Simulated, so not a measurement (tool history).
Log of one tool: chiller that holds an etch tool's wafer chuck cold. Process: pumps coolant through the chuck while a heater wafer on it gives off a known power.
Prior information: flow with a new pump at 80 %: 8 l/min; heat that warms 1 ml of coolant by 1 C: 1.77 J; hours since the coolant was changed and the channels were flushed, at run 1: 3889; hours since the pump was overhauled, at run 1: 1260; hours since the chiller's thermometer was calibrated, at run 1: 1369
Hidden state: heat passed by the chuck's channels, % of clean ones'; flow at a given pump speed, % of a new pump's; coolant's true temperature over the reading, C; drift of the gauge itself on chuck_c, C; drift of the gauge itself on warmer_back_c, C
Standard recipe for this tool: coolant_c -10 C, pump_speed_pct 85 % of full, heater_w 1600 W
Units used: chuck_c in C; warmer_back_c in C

run    hour  coolant_c  pump_speed_pct  heater_w  hours since the coolant was changed and the channels were flushed  hours since the pump was overhauled  hours since the chiller's thermometer was calibrated  chuck_c  warmer_back_c
  1       0        -10              85      1600                                                               3889                                 1260                                                  1369      4.8           6.54
  2    43.5        -10              85      1600                                                               3933                                 1303                                                  1413      4.8           6.55
  3   111.5        -15              85      1600                                                               4001                                 1371                                                  1481     -0.2           6.58
  4   150.5        -15              85      1600                                                               4040                                 1410                                                  1520     -0.3           6.58
  5   214.1        -15              85      1600                                                               4104                                 1474                                                  1583     -0.1           6.59
  6   274.8        -12              85      1600                                                               4164                                 1535                                                  1644      2.8            6.6
      287.1  -- coolant pump overhauled
  7   357.1        -12              79      1600                                                               4241                                   70                                                  1721      3.8           7.28
  8   426.6        -12              65      1600                                                               4311                                  140                                                  1791      6.3           9.04
      501.5  -- coolant pump overhauled, once more
  9   516.6        -12              68      1600                                                               4396                                   15                                                  1876      5.1           8.03
 10   578.7        -12              68      1600                                                               4458                                   77                                                  1938      4.9            8.1
 11   661.3        -10              65      1600                                                               4541                                  160                                                  2021      7.8           8.51
      697.7  -- chiller's thermometer calibrated
 12     740        -10              91      1600                                                               4618                                  238                                                    42      3.6           5.84
 13   814.2        -10              70       965                                                               4693                                  312                                                   117      0.2           4.76
 14   876.5        -10              70       965                                                               4755                                  374                                                   179      0.2           4.75
 15   949.6        -10              70       965                                                               4828                                  447                                                   252        0           4.79
 16  1003.8         -7              94      2117                                                               4882                                  501                                                   306     10.8           7.56
 17  1039.2         -1              94      2117                                                               4918                                  537                                                   341     16.7           7.58
 18  1088.5         -1              94      2117                                                               4967                                  586                                                   391       17           7.57
 19  1137.5         -5              95      1153                                                               5016                                  635                                                   440      4.7           4.04
 20    1192         -5              61      1188                                                               5070                                  689                                                   494      8.8           6.79
 21  1238.7        -10              90       962                                                               5117                                  736                                                   541     -1.5           3.58

Branching from run 21: 5 alternative next runs. What would each branch give?
  A  1321.2        -10              94      2106                                                               5200                                  819                                                   624        ?              ?
  B  1321.2        -19              93      1931                                                               5200                                  819                                                   624        ?              ?
  C  1321.2        -14              99       877                                                               5200                                  819                                                   624        ?              ?
  D  1321.2        -10              81      1600                                                               5200                                  819                                                   624        ?              ?
  E  1321.2        -10              65       993                                                               5200                                  819                                                   624        ?              ?

run  chuck_c  warmer_back_c
  A      8.3           7.63
  B     -2.3           7.05
  C     -6.5           3.06
  D      5.5           6.84
  E      1.4           5.36
With the hidden condition removed and each run's random variation left untouched, the same runs would have given:
run  chuck_c  warmer_back_c
  A      6.6           7.48
  B     -3.9           6.92
  C     -7.3              3
  D        4           6.71
  E      0.3           5.26
